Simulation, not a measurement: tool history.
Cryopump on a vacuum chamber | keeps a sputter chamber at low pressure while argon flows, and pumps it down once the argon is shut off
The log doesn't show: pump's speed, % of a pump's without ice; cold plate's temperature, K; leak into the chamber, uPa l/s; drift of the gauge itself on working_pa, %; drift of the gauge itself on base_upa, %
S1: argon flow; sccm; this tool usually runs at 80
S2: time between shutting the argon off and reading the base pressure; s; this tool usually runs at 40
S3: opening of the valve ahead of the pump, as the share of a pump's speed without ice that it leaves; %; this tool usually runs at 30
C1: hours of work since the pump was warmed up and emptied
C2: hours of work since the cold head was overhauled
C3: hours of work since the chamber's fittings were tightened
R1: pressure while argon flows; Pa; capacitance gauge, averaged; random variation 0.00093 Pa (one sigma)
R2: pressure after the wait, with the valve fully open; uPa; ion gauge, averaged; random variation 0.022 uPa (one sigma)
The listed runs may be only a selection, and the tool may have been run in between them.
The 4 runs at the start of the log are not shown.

run     day   S1   S2  S3   C1    C2    C3      R1    R2
  5   8.538  147   40  30   67  1668  1731  0.3669  1.37
  6  10.017  147   40  30   90  1691  1755  0.3701  1.42
  7  11.254  147   40  30  110  1711  1774  0.3743  1.42
  8  13.425  147   40  30  145  1746  1809  0.3751  1.51
  9  15.342  147   40  30  176  1777  1840  0.3762  1.47
 10  18.004   80   40  30  218  1819  1883  0.2061  1.50
 11  20.429   80   40  30  257  1858  1921  0.2108  1.63
 12  21.983   80   40  30  282  1883  1946  0.2121  1.69
 13  23.496   80   40  30  306  1907  1971  0.2142  1.69
 14  25.529   80   40  30  339  1940  2003  0.2155  1.75
 15  26.825   80  149  30  360  1961  2024  0.2196  1.45
     28.108  -- pump warmed up, emptied and cooled again
 16  29.429   80  149  30   21  1999  2062  0.1977  1.12
 17  31.296   80  149  30   51  2029  2092  0.2001  1.21
 18  32.596  145   62  46   72  2050  2113  0.2403  1.45
 19  35.208  145   62  46  114  2092  2155  0.2438  1.42
 20  37.529   53  297  18  151  2129  2192  0.2206  1.26
 21  40.083   80   84  54  192  2170  2233  0.1187  1.51

Run 22, settings as shown, results not yet in. Your forecast:
 22  42.846  66  75  30  236  2214  2277   ?   ?

{"run 22": {"R1": 0.1712, "R2": 1.58}}
Minus the tool's unlogged condition, the same run would have read R1 0.1609 Pa, R2 0.34 uPa.
